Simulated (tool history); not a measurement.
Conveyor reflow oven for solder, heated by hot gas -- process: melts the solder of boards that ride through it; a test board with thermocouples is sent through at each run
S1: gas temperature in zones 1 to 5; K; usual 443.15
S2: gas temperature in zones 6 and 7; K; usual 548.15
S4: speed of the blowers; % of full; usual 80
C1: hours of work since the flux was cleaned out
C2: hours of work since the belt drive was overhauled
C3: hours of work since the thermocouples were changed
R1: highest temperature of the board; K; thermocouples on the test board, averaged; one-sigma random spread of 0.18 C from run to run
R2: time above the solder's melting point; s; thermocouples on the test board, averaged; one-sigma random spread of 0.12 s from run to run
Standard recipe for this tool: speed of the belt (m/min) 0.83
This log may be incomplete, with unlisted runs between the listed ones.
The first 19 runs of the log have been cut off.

Run 20, hour 1007.8: usual settings but speed of the belt (m/min) 1; C1 162; C2 1564; C3 94. Result: R1 526.45 K, R2 31.2 s.
At hour 1056.1: flux residue cleaned out of gas plates and filters.
Run 21, hour 1068.4: usual settings but S1 451.15 K, S2 550.15 K; C1 6; C2 1593; C3 122. Result: R1 537.55 K, R2 44.9 s.
Run 22, hour 1135: usual settings but S1 437.15 K, S4 62 % of full; C1 41; C2 1627; C3 157. Result: R1 528.75 K, R2 38.1 s.
Run 23, hour 1181.8: usual settings but S1 435.15 K, speed of the belt (m/min) 0.725; C1 65; C2 1651; C3 181. Result: R1 537.45 K, R2 48.4 s.
Run 24, hour 1249.9: usual settings but S1 454.15 K, S2 553.15 K, speed of the belt (m/min) 0.88, S4 81 % of full; C1 100; C2 1686; C3 216. Result: R1 538.75 K, R2 43.2 s.
Run 25, hour 1282.8: usual settings but S1 454.15 K, S2 557.15 K, speed of the belt (m/min) 0.908, S4 81 % of full; C1 117; C2 1703; C3 233. Result: R1 541.05 K, R2 42.5 s.
Run 26, hour 1325.1: usual settings but S1 457.15 K, S2 538.15 K, speed of the belt (m/min) 0.848, S4 62 % of full; C1 139; C2 1725; C3 255. Result: R1 523.25 K, R2 39.2 s.
Run 27, hour 1399.4: usual settings but S1 441.15 K, S2 555.15 K; C1 177; C2 1764; C3 293. Result: R1 539.65 K, R2 43.5 s.
At hour 1416.2: flux residue cleaned out of gas plates and filters.
At hour 1471.5: belt drive overhauled, speed set with a stopwatch.
Run 28, hour 1482.5: usual settings but S1 436.15 K, S2 559.15 K, speed of the belt (m/min) 0.726, S4 75 % of full; C1 32; C2 6; C3 332. Result: R1 546.35 K, R2 50.1 s.
Run 29, hour 1531.4: usual settings but S1 440.15 K, S2 543.15 K, speed of the belt (m/min) 0.811, S4 70 % of full; C1 57; C2 31; C3 357. Result: R1 527.75 K, R2 38.5 s.
Run 30, hour 1567: usual settings but S1 435.15 K; C1 76; C2 49; C3 375. Result: R1 532.95 K, R2 38.8 s.

4 ways to go on from here, each from the tool as it stands after run 30. What would each give?
Run A, hour 1630.4: usual settings but S1 446.15 K, S2 543.15 K; C1 108; C2 82; C3 408. Result: R1 ?, R2 ?.
Run B, hour 1630.4: usual settings but S2 561.15 K, speed of the belt (m/min) 0.992; C1 108; C2 82; C3 408. Result: R1 ?, R2 ?.
Run C, hour 1630.4: usual settings but S4 52 % of full; C1 108; C2 82; C3 408. Result: R1 ?, R2 ?.
Run D, hour 1630.4: usual settings but S2 549.15 K; C1 108; C2 82; C3 408. Result: R1 ?, R2 ?.

run      R1    R2
  A  529.95  39.8
  B  538.65    35
  C  526.45  36.6
  D  534.95  41.2
Without the tool's hidden state the same runs would have given:
run      R1    R2
  A  529.75  39.8
  B  538.85    35
  C  526.15  36.5
  D  534.75  41.2

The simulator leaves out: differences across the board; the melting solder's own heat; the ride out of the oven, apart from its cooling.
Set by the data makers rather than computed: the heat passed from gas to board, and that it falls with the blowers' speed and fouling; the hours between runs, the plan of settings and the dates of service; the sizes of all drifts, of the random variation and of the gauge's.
